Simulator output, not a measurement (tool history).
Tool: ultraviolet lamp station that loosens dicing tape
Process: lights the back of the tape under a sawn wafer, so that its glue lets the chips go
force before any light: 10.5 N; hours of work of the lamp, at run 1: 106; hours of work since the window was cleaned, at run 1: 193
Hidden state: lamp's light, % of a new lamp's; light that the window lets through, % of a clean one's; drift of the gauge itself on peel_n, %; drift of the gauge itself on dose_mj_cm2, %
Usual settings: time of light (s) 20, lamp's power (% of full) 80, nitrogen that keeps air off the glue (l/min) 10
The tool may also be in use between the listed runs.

run,hour,time of light (s),lamp's power (% of full),nitrogen that keeps air off the glue (l/min),hours of work of the lamp,hours of work since the window was cleaned,force that peels the tape off (N),light that reached the tape (J/m2)
1,0,20,80,10,106,193,0.781,2130
2,25.8,20,80,10,124,211,0.746,2130
3,59.6,20,80,10,148,235,0.74,2150
4,79,20,80,10,162,249,0.751,2180
5,105.8,20,80,10,181,268,0.771,2120
6,128.2,20,80,10,197,284,0.752,2110
7,156.4,20,80,10,217,304,0.759,2150
8,179.7,20,76,10,234,321,0.852,2030
9,203.9,20,80,10,251,338,0.747,2170
10,225.5,20,80,10,266,353,0.747,2160
11,247.3,20,80,10,282,369,0.747,2130
12,273.3,22,80,10,300,387,0.629,2330
13,290.6,22,80,10,313,399,0.626,2340
14,312.7,20,80,12,328,415,0.676,2150
15,337.8,20,80,12,346,433,0.69,2150
16,358.6,20,76,10,361,448,0.832,2060
17,387.2,20,80,10,381,468,0.755,2120
18,404.3,20,80,10,394,480,0.776,2120
19,425.9,20,80,10,409,496,0.739,2140
20,444,20,80,10,422,509,0.769,2100
21,479.8,20,80,10,447,534,0.775,2140
22,508,20,80,10,467,554,0.772,2140
23,523.2,20,100,10,478,565,0.49,2670
24,543.3,13,80,5,492,579,2.496,1380
25,572.7,39,63,4,513,600,0.571,3240
26,593,19,63,5,528,615,1.997,1600
# hour 615.9: window cleaned of glue's vapour
27,628,19,63,5,552,9,2.028,1610
28,660.2,29,69,3,575,32,1.119,2690
29,685.8,10,86,15,593,50,1.876,1160
30,715,10,62,9,614,70,3.564,790
31,733.4,21,80,10,627,84,0.678,2220
32,751.3,10,69,10,640,96,3.147,900
33,774.4,10,69,10,657,113,3.156,910
34,810.5,10,70,12,682,138,2.848,920
# hour 820.3: lamp changed
35,828.9,27,80,10,6,151,0.422,2890
36,858,27,80,10,27,171,0.414,2880
37,874.6,20,87,4,39,183,1.219,2300
38,892.3,20,87,4,51,196,1.224,2320
39,911.2,20,87,4,65,209,1.222,2330
40,932.6,11,83,4,80,225,3.242,1220
41,965,11,88,16,103,248,1.604,1270
42,986.7,33,80,10,118,263,0.302,3550
43,1011.2,15,80,4,136,280,2.273,1620

3 ways to go on from here, each from the tool as it stands after run 43. What would each give?
A,1032.6,37,80,10,151,296,?,?
B,1032.6,16,91,12,151,296,?,?
C,1032.6,15,75,4,151,296,?,?

run,force that peels the tape off (N),light that reached the tape (J/m2)
A,0.257,3940
B,0.811,1980
C,2.488,1540
Without the tool's hidden state the same runs would have given:
run,force that peels the tape off (N),light that reached the tape (J/m2)
A,0.257,3940
B,0.809,1980
C,2.483,1540
